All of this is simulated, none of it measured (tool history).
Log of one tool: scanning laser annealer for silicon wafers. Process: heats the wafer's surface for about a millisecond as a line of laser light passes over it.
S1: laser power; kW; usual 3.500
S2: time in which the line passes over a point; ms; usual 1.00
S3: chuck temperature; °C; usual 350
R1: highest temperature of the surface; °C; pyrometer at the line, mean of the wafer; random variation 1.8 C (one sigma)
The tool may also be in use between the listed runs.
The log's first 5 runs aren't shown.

run 6 hour=143.7 | S1=3.200 S2=1.00 S3=350 | R1=1010
run 7 hour=173.9 | S1=3.200 S2=1.00 S3=350 | R1=1003
run 8 hour=205.7 | S1=3.500 S2=1.00 S3=346 | R1=1079
run 9 hour=239.6 | S1=3.321 S2=1.00 S3=346 | R1=1030
run 10 hour=274.6 | S1=3.321 S2=1.00 S3=346 | R1=1032
run 11 hour=314.8 | S1=3.500 S2=1.00 S3=368 | R1=1096
run 12 hour=347.6 | S1=3.500 S2=1.00 S3=387 | R1=1117
run 13 hour=365.1 | S1=3.500 S2=0.81 S3=350 | R1=1015
run 14 hour=396.0 | S1=3.500 S2=0.78 S3=350 | R1=1006
run 15 hour=414.8 | S1=3.500 S2=0.78 S3=350 | R1=1004
run 16 hour=441.3 | S1=3.500 S2=0.78 S3=350 | R1=1005
run 17 hour=467.0 | S1=3.500 S2=0.78 S3=350 | R1=1004
run 18 hour=492.6 | S1=3.423 S2=1.18 S3=345 | R1=1114
run 19 hour=528.4 | S1=3.423 S2=1.18 S3=345 | R1=1108
run 20 hour=562.6 | S1=3.733 S2=0.77 S3=350 | R1=1057
run 21 hour=594.9 | S1=3.403 S2=0.84 S3=357 | R1=1010
run 22 hour=622.8 | S1=3.500 S2=1.14 S3=345 | R1=1120

Run 23 comes next. What will it give?
run 23 hour=643.5 | S1=3.078 S2=1.02 S3=356 | R1=?

R1: 985 °C
Without the tool's hidden state the same run would have given R1 986 °C.
